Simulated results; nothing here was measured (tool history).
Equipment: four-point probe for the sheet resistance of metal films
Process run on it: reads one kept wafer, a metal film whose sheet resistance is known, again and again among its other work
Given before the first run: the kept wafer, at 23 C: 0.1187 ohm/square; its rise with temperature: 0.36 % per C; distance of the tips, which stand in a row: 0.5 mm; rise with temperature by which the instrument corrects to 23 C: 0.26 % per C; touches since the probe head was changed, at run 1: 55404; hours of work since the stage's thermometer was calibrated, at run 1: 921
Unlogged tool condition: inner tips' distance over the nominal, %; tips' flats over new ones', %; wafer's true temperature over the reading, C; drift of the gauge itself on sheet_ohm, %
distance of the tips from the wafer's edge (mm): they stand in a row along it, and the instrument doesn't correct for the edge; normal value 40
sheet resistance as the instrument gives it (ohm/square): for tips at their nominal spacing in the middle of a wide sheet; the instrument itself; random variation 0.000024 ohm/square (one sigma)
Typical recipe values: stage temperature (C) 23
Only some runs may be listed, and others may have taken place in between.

| run | hour | stage temperature (C) | distance of the tips from the wafer's edge (mm) | touches since the probe head was changed | hours of work since the stage's thermometer was calibrated | sheet resistance as the instrument gives it (ohm/square) |
|---|---|---|---|---|---|---|
| 1 | 0 | 23 | 40 | 55404 | 921 | 0.118723 |
| 2 | 36.7 | 23 | 40 | 56918 | 942 | 0.11872 |
| 3 | 79.4 | 23 | 12 | 58683 | 966 | 0.118831 |
| 4 | 110.8 | 23 | 12 | 59982 | 983 | 0.118835 |
| 5 | 151 | 23 | 12 | 61641 | 1006 | 0.118838 |
| 6 | 192.9 | 23 | 40 | 63372 | 1029 | 0.118741 |
| 7 | 222.1 | 23 | 40 | 64578 | 1046 | 0.118775 |
| 8 | 244.4 | 27 | 5 | 65501 | 1058 | 0.119822 |
| 9 | 271.6 | 24 | 65 | 66625 | 1073 | 0.118859 |
| 10 | 305.1 | 19 | 5 | 68010 | 1092 | 0.11884 |
| 11 | 330.9 | 19 | 5 | 69073 | 1106 | 0.118831 |

Selected run-to-run steps in sheet resistance as the instrument gives it (ohm/square), each split into two signed amounts: the part the tool would show with no hidden state at all (from settings, incoming material and random variation), and the remainder, which goes to the hidden state together with any gauge scatter not common to the measured and the hidden-state-free results:
Run 2 -> 3: distance of the tips from the wafer's edge (mm) 40 -> 12. sheet resistance as the instrument gives it (ohm/square) +0.000111: hidden state +0.000001, all else +0.00011.
Run 7 -> 8: stage temperature (C) 23 -> 27, distance of the tips from the wafer's edge (mm) 40 -> 5. sheet resistance as the instrument gives it (ohm/square) +0.001047: hidden state +0, all else +0.001047.
